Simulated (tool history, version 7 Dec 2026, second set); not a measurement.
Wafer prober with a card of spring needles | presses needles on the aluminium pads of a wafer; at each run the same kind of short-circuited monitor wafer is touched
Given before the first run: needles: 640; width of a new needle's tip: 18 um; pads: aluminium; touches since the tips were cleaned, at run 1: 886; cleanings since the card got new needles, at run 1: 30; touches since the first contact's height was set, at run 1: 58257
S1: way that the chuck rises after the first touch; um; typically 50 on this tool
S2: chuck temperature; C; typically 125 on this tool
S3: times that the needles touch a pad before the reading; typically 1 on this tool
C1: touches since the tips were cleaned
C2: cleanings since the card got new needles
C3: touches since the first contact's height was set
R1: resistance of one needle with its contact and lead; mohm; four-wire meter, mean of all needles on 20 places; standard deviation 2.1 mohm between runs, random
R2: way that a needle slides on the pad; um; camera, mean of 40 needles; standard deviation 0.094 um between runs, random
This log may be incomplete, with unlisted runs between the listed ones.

run   hour  S1   S2  S3    C1  C2     C3   R1     R2
  1    0.0  50  125   1   886  30  58257  257  12.48
       5.5  -- tips cleaned on abrasive film
      15.1  -- tips cleaned on abrasive film
  2   22.8  50  125   1  1342  32  62186  264  12.48
      25.8  -- tips cleaned on abrasive film
  3   32.2  50  125   1  1115  33  63804  267  12.37
      35.4  -- tips cleaned on abrasive film
      45.1  -- tips cleaned on abrasive film
      54.8  -- tips cleaned on abrasive film
  4   54.8  50  125   1     4  36  67693  241  12.37
      64.7  -- tips cleaned on abrasive film
      74.3  -- tips cleaned on abrasive film
  5   74.3  34  125   1     0  38  71052  269   8.04
      85.8  -- tips cleaned on abrasive film
  6   87.0  36  125   1   207  39  73244  277   8.51
      95.3  -- tips cleaned on abrasive film
  7  104.0  50   41   1  1498  40  76178  252  12.29
     105.7  -- tips cleaned on abrasive film
     115.5  -- tips cleaned on abrasive film
  8  121.7  36   38   2  1088  42  79240  261   8.40
     125.9  -- tips cleaned on abrasive film
  9  132.0  36   38   2  1062  43  81014  258   8.43
     134.2  -- height of the first contact set anew
     136.1  -- tips cleaned on abrasive film
     146.9  -- tips cleaned on abrasive film
 10  150.8  36   38   2   674  45   2843  262   7.91
     156.8  -- tips cleaned on abrasive film
     167.3  -- tips cleaned on abrasive film
 11  171.1  36   38   2   654  47   6343  260   7.88
     178.6  -- tips cleaned on abrasive film
 12  185.1  45   25   2  1130  48   8767  243  10.24
     188.3  -- tips cleaned on abrasive film
 13  196.5  50  101   2  1441  49  10739  263  11.47
     199.4  -- tips cleaned on abrasive film
     209.5  -- tips cleaned on abrasive film
 14  209.5  33  125   1     0  51  12963  277   6.95

Branching from run 14: 5 alternative next runs. What would each branch give?
     212.6  -- height of the first contact set anew, once more
     221.3  -- tips cleaned on abrasive film
  A  221.5  33   49   1  35  52  1528   ?   ?
     212.6  -- height of the first contact set anew, once more
     221.3  -- tips cleaned on abrasive film
  B  221.5  33   59   1  35  52  1528   ?   ?
     212.6  -- height of the first contact set anew, once more
     221.3  -- tips cleaned on abrasive film
  C  221.5  40   72   2  35  52  1528   ?   ?
     212.6  -- height of the first contact set anew, once more
     221.3  -- tips cleaned on abrasive film
  D  221.5  30  125   3  35  52  1528   ?   ?
     212.6  -- height of the first contact set anew, once more
     221.3  -- tips cleaned on abrasive film
  E  221.5  33   29   3  35  52  1528   ?   ?

run   R1     R2
  A  240   8.80
  B  240   8.76
  C  235  10.55
  D  260   7.94
  E  231   8.85
Without the tool's hidden state the same runs would have given:
run   R1     R2
  A  226   8.84
  B  226   8.80
  C  228  10.59
  D  250   7.98
  E  224   8.89
